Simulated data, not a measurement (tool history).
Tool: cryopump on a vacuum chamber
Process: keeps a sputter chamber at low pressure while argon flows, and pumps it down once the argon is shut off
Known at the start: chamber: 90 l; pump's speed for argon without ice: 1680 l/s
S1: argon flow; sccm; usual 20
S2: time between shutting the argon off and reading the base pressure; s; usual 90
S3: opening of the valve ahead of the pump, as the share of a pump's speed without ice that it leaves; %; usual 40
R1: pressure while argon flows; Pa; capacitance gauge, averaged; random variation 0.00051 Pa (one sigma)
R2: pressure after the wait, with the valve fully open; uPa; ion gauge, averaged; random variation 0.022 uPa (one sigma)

| run | hour | S1 | S2 | S3 | R1 | R2 |
|---|---|---|---|---|---|---|
| 1 | 0 | 20 | 90 | 40 | 0.0541 | 2.74 |
| 2 | 56.1 | 20 | 67 | 40 | 0.0542 | 2.86 |
| 3 | 114.5 | 20 | 67 | 23 | 0.0914 | 2.94 |
| 4 | 167 | 20 | 90 | 40 | 0.0545 | 2.82 |
| 5 | 202.7 | 20 | 90 | 40 | 0.0546 | 3 |
|  | 210.6 | leaking fittings of the chamber tightened, without venting |
| 6 | 261.7 | 20 | 90 | 40 | 0.0539 | 0.65 |
| 7 | 333.3 | 20 | 90 | 40 | 0.0551 | 0.67 |
| 8 | 377.7 | 20 | 90 | 40 | 0.0547 | 0.71 |
| 9 | 416.3 | 20 | 90 | 40 | 0.0563 | 0.71 |
| 10 | 476.9 | 20 | 90 | 40 | 0.0556 | 0.8 |
| 11 | 521.2 | 20 | 112 | 27 | 0.0795 | 0.77 |
| 12 | 584.6 | 33 | 67 | 31 | 0.1165 | 1 |
| 13 | 656.9 | 21 | 90 | 35 | 0.0679 | 0.9 |
| 14 | 705.1 | 21 | 90 | 35 | 0.0672 | 0.98 |
| 15 | 744 | 21 | 21 | 33 | 0.0719 | 2.13 |
| 16 | 793.9 | 21 | 21 | 33 | 0.0713 | 2.23 |
| 17 | 835.2 | 37 | 67 | 40 | 0.1081 | 1.22 |
|  | 857.3 | pump warmed up, emptied and cooled again |
| 18 | 887 | 17 | 201 | 16 | 0.1066 | 0.74 |

The next listed run, before its measurement:
| 19 | 947.2 | 30 | 115 | 46 | ? | ? |

R1: 0.0662 Pa
R2: 0.87 uPa
Without the tool's hidden state the same run would have given R1 0.0653 Pa, R2 0.45 uPa.
